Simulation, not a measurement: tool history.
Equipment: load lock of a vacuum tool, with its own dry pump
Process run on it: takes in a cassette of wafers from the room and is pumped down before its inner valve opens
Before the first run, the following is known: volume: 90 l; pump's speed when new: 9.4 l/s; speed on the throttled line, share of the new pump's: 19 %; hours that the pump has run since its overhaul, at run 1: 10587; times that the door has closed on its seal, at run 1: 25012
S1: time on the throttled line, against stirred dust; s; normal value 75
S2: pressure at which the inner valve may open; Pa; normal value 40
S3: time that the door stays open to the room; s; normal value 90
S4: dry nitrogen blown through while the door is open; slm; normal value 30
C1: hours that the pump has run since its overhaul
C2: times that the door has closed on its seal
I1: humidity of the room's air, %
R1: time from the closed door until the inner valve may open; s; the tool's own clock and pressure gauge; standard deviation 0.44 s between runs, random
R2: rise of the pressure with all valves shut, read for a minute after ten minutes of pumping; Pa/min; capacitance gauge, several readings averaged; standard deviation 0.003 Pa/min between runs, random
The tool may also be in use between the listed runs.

| run | hour | S1 | S2 | S3 | S4 | C1 | C2 | I1 | R1 | R2 |
|---|---|---|---|---|---|---|---|---|---|---|
| 1 | 0 | 75 | 40 | 90 | 30 | 10587 | 25012 | 43.8 | 142 | 0.077 |
| 2 | 209 | 75 | 40 | 90 | 30 | 10796 | 25762 | 43.3 | 141.9 | 0.08 |
| 3 | 350.1 | 75 | 40 | 90 | 11 | 10937 | 26269 | 42.3 | 141.2 | 0.095 |
| 4 | 575.3 | 75 | 40 | 90 | 30 | 11162 | 27077 | 46.6 | 141.7 | 0.085 |
| 5 | 821.1 | 75 | 40 | 90 | 30 | 11408 | 27959 | 46.4 | 142.4 | 0.087 |
| 6 | 1085.7 | 75 | 40 | 30 | 30 | 11672 | 28909 | 46 | 142.3 | 0.067 |
| 7 | 1340.6 | 75 | 40 | 30 | 30 | 11927 | 29824 | 46.9 | 141.6 | 0.069 |
| 8 | 1523.6 | 75 | 40 | 30 | 30 | 12110 | 30481 | 47.2 | 142.1 | 0.08 |
| 9 | 1790.7 | 75 | 40 | 90 | 30 | 12377 | 31440 | 45.2 | 142.6 | 0.102 |
| 10 | 1950.9 | 75 | 40 | 90 | 30 | 12538 | 32015 | 46 | 142.8 | 0.096 |
| 11 | 2156.8 | 75 | 40 | 90 | 30 | 12743 | 32754 | 46.2 | 142.4 | 0.099 |
| 12 | 2280.5 | 75 | 40 | 90 | 30 | 12867 | 33198 | 42.1 | 142.7 | 0.098 |
| 13 | 2395.9 | 107 | 40 | 90 | 30 | 12983 | 33612 | 47.6 | 168.9 | 0.102 |
| 14 | 2567.7 | 107 | 40 | 90 | 30 | 13154 | 34229 | 44.3 | 168.7 | 0.106 |
| 15 | 2785.8 | 75 | 40 | 31 | 30 | 13372 | 35012 | 45.2 | 143.1 | 0.089 |
| 16 | 2951.1 | 75 | 40 | 90 | 30 | 13538 | 35605 | 43.6 | 142.9 | 0.106 |
| 17 | 3119.1 | 75 | 40 | 90 | 30 | 13706 | 36208 | 42.6 | 143.2 | 0.111 |
| 18 | 3253.7 | 75 | 40 | 90 | 30 | 13840 | 36691 | 47.1 | 143.4 | 0.113 |
| 19 | 3395.4 | 75 | 40 | 90 | 30 | 13982 | 37200 | 44.9 | 143.9 | 0.114 |
| 20 | 3638.7 | 75 | 40 | 90 | 30 | 14225 | 38073 | 43.1 | 143.5 | 0.111 |
| 21 | 3896.5 | 72 | 40 | 41 | 9 | 14483 | 38998 | 43.5 | 141.3 | 0.11 |
| 22 | 4144.3 | 72 | 40 | 41 | 9 | 14731 | 39888 | 44.2 | 141.1 | 0.115 |
| 23 | 4327.9 | 72 | 40 | 109 | 15 | 14915 | 40547 | 46.5 | 141.6 | 0.143 |
| 24 | 4539.1 | 75 | 51 | 117 | 30 | 15126 | 41305 | 45.8 | 141 | 0.13 |
| 25 | 4662.5 | 69 | 56 | 89 | 38 | 15249 | 41748 | 46.8 | 135.8 | 0.126 |
| 26 | 4927.4 | 69 | 56 | 33 | 9 | 15514 | 42699 | 46 | 136.2 | 0.126 |
| 27 | 5163.2 | 89 | 40 | 90 | 30 | 15750 | 43545 | 42.6 | 155.9 | 0.137 |
| 28 | 5293.9 | 75 | 40 | 90 | 44 | 15881 | 44014 | 49.4 | 144.8 | 0.128 |
| 29 | 5472.7 | 64 | 40 | 69 | 44 | 16059 | 44656 | 45.7 | 135.8 | 0.131 |
| 30 | 5734.5 | 64 | 40 | 69 | 44 | 16321 | 45596 | 47.7 | 136 | 0.136 |
| 31 | 5994.9 | 54 | 35 | 69 | 11 | 16582 | 46531 | 44.5 | 130.4 | 0.156 |
| 32 | 6198.7 | 54 | 35 | 69 | 11 | 16785 | 47262 | 45.1 | 130.4 | 0.156 |
| 33 | 6441.3 | 54 | 35 | 69 | 24 | 17028 | 48133 | 45.1 | 130.7 | 0.15 |
| 34 | 6691.6 | 75 | 53 | 70 | 30 | 17278 | 49031 | 43.7 | 141.3 | 0.149 |
| 35 | 6939.1 | 75 | 53 | 70 | 30 | 17526 | 49920 | 46 | 141.5 | 0.156 |
| 36 | 7065.2 | 75 | 63 | 48 | 30 | 17652 | 50372 | 46 | 140.8 | 0.15 |
| 37 | 7318.7 | 75 | 40 | 41 | 17 | 17905 | 51282 | 48.5 | 145 | 0.162 |

Branching from run 37: 4 alternative next runs. What would each branch give?
|  | 7511.9 | door's seal changed, seat wiped |
| A | 7549.6 | 42 | 40 | 39 | 17 | 18135 | 136 | 45.1 | ? | ? |
|  | 7511.9 | door's seal changed, seat wiped |
| B | 7549.6 | 75 | 54 | 36 | 30 | 18135 | 136 | 47.4 | ? | ? |
|  | 7511.9 | door's seal changed, seat wiped |
| C | 7549.6 | 98 | 40 | 41 | 6 | 18135 | 136 | 47.3 | ? | ? |
|  | 7511.9 | door's seal changed, seat wiped |
| D | 7549.6 | 76 | 67 | 90 | 30 | 18135 | 136 | 43.4 | ? | ? |

| run | R1 | R2 |
|---|---|---|
| A | 118.6 | 0.025 |
| B | 142.5 | 0.013 |
| C | 164.7 | 0.033 |
| D | 140.9 | 0.033 |
With the hidden condition removed and each run's random variation left untouched, the same runs would have given:
| run | R1 | R2 |
|---|---|---|
| A | 108.4 | 0.025 |
| B | 133.5 | 0.013 |
| C | 155.9 | 0.033 |
| D | 132.3 | 0.033 |
